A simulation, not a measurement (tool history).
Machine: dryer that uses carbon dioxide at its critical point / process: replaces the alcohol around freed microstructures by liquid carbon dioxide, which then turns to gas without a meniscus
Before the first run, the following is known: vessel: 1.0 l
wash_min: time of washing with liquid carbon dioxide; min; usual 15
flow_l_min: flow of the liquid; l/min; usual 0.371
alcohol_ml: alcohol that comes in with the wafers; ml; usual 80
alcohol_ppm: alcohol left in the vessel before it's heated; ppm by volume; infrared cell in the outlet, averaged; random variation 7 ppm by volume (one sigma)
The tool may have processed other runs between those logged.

run   hour  wash_min  flow_l_min  alcohol_ml  alcohol_ppm
  1      0        15       0.371          80          600
  2   22.1        15       0.371          80          615
  3   44.8        16       0.371          80          509
  4   80.8        16       0.371          80          536
  5  107.2        16       0.371          80          537
  6  127.6        15       0.371          80          711
  7  156.6        15       0.371          80          741
  8  178.5        15       0.371          80          751
  9  219.8        15       0.371          23          371
     249.6  -- purifier's bed changed
 10    268        12       0.544          96          394
 11  300.5        11       0.282          63         4205
 12  327.2        11       0.282          63         4449
 13  368.6        11       0.406          33          814
 14  391.8        15        0.38          66          623
     405.2  -- inlet filter changed
 15  413.2        22       0.315          80          111

What does the tool deliver on the next run?
 16  456.7        16       0.371          80            ?

{"run 16": {"alcohol_ppm": 272}}
If the tool had no hidden condition, the same run with the same run-to-run variation would have returned alcohol_ppm 222 ppm by volume.
